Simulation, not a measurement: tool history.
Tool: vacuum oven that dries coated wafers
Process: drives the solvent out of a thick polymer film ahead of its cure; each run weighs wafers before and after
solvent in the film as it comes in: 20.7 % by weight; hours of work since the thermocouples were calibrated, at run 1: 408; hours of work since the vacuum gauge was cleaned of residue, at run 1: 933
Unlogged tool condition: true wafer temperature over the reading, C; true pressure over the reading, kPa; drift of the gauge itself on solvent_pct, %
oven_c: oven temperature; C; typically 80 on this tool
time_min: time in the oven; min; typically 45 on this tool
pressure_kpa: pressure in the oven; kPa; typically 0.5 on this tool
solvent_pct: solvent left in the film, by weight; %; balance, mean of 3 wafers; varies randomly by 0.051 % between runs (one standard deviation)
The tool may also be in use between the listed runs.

| run | hour | oven_c | time_min | pressure_kpa | hours of work since the thermocouples were calibrated | hours of work since the vacuum gauge was cleaned of residue | solvent_pct |
|---|---|---|---|---|---|---|---|
| 1 | 0 | 80 | 45 | 0.5 | 408 | 933 | 1.02 |
| 2 | 75.4 | 80 | 45 | 0.5 | 463 | 988 | 1.02 |
| 3 | 149.8 | 80 | 45 | 0.5 | 517 | 1042 | 1.1 |
| 4 | 219.7 | 80 | 45 | 0.5 | 568 | 1093 | 1 |
| 5 | 276.6 | 80 | 45 | 0.5 | 609 | 1135 | 1.05 |
| 6 | 331.8 | 80 | 45 | 0.5 | 650 | 1175 | 1.1 |
| 7 | 427.9 | 80 | 64 | 0.5 | 719 | 1245 | 0.57 |
| 8 | 508.7 | 80 | 64 | 0.5 | 778 | 1303 | 0.59 |
| 9 | 592.2 | 80 | 48 | 0.5 | 839 | 1364 | 1.08 |
| 10 | 660.8 | 80 | 48 | 0.5 | 889 | 1414 | 0.99 |
| 11 | 738.9 | 80 | 48 | 0.5 | 946 | 1471 | 1.05 |
| 12 | 809.8 | 80 | 52 | 0.5 | 997 | 1523 | 0.92 |
| 13 | 853.1 | 80 | 73 | 0.5 | 1029 | 1554 | 0.53 |
| 14 | 909.2 | 80 | 73 | 0.5 | 1070 | 1595 | 0.48 |
| 15 | 1004.9 | 80 | 73 | 0.5 | 1139 | 1664 | 0.55 |
| 16 | 1097.4 | 69 | 73 | 0.5 | 1206 | 1732 | 2.64 |
| 17 | 1137.8 | 94 | 43 | 0.831 | 1236 | 1761 | 0.41 |
| 18 | 1213.9 | 94 | 43 | 0.831 | 1291 | 1817 | 0.29 |
| 19 | 1296.1 | 90 | 45 | 1.502 | 1351 | 1876 | 0.59 |
|  | 1301.9 | vacuum gauge cleaned of residue and calibrated |
| 20 | 1351.3 | 80 | 62 | 1.926 | 1390 | 36 | 1.51 |
| 21 | 1432.1 | 76 | 39 | 1.395 | 1449 | 95 | 3.64 |
| 22 | 1524.1 | 80 | 52 | 1.333 | 1516 | 162 | 1.58 |
| 23 | 1614.9 | 94 | 33 | 0.304 | 1582 | 228 | 0.32 |
| 24 | 1673.6 | 68 | 45 | 0.577 | 1625 | 270 | 6.04 |
| 25 | 1724.9 | 68 | 45 | 0.577 | 1662 | 308 | 6.17 |
| 26 | 1808.3 | 87 | 27 | 1.611 | 1723 | 368 | 1.82 |
|  | 1843.9 | oven's thermocouples calibrated |
|  | 1899.6 | vacuum gauge cleaned of residue and calibrated, once more |
| 27 | 1904.7 | 83 | 41 | 0.266 | 43 | 4 | 0.56 |
| 28 | 2003.6 | 82 | 40 | 0.266 | 115 | 76 | 0.78 |

Here are 5 independent what-if runs from the current tool condition. What would each one return?
| A | 2068.6 | 82 | 68 | 0.266 | 162 | 123 | ? |
| B | 2068.6 | 82 | 40 | 0.272 | 162 | 123 | ? |
| C | 2068.6 | 82 | 45 | 1.953 | 162 | 123 | ? |
| D | 2068.6 | 71 | 57 | 0.538 | 162 | 123 | ? |
| E | 2068.6 | 80 | 44 | 0.5 | 162 | 123 | ? |

| run | solvent_pct |
|---|---|
| A | 0.18 |
| B | 0.64 |
| C | 1.14 |
| D | 2.3 |
| E | 0.97 |
Take away the tool's hidden state, keep each run's random variation, and the runs would have read:
| run | solvent_pct |
|---|---|
| A | 0.16 |
| B | 0.56 |
| C | 1.07 |
| D | 2.14 |
| E | 0.88 |
